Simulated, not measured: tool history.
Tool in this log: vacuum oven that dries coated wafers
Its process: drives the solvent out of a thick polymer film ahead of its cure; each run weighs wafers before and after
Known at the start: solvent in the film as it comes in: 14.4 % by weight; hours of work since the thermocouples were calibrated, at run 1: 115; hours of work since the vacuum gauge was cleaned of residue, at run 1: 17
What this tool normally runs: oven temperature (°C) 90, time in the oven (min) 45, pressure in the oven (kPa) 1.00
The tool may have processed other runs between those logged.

run   hour  oven temperature (°C)  time in the oven (min)  pressure in the oven (kPa)  hours of work since the thermocouples were calibrated  hours of work since the vacuum gauge was cleaned of residue  solvent left in the film (%)
  1    0.0                     90                      45                        1.00                                                    115                                                           17                          1.04
  2   16.0                     90                      45                        1.00                                                    127                                                           29                          0.95
  3   23.2                     90                      45                        1.00                                                    132                                                           34                          0.93
  4   33.8                     90                      45                        1.00                                                    140                                                           42                          1.06
  5   43.2                     90                      45                        1.00                                                    146                                                           48                          1.01
  6   56.2                     90                      56                        1.00                                                    156                                                           58                          0.72
  7   71.7                     90                      56                        1.00                                                    167                                                           69                          0.69
  8   82.1                     90                      56                        1.00                                                    174                                                           76                          0.72
  9   96.9                     90                      56                        1.00                                                    185                                                           87                          0.73
 10  109.0                     90                      56                        1.00                                                    194                                                           96                          0.69
 11  115.6                     90                      56                        1.00                                                    199                                                          101                          0.61
 12  123.6                     90                      56                        1.00                                                    204                                                          106                          0.65
 13  130.7                     90                      56                        1.00                                                    209                                                          111                          0.62
 14  144.5                     90                      56                        1.00                                                    219                                                          121                          0.63
 15  160.5                     90                      56                        1.00                                                    231                                                          133                          0.65
 16  168.7                     90                      56                        1.00                                                    237                                                          139                          0.56
 17  181.4                     90                      51                        1.00                                                    246                                                          148                          0.73
 18  193.4                     82                      45                        1.00                                                    255                                                          157                          2.17
 19  201.5                     82                      45                        1.00                                                    260                                                          162                          2.10
 20  211.1                     97                      45                        1.00                                                    267                                                          169                          0.43
 21  222.9                     97                      66                        1.00                                                    276                                                          178                          0.36
 22  232.6                     97                      30                        1.00                                                    283                                                          185                          1.03
 23  242.0                     97                      30                        1.00                                                    290                                                          192                          1.04

Estimate the outcome of run 24 from the log above:
 24  257.1                     84                      31                        1.03                                                    300                                                          202                             ?

{"run 24": {"solvent left in the film (%)": 3.05}}
Without the tool's hidden state the same run would have given solvent left in the film (%) 3.05.
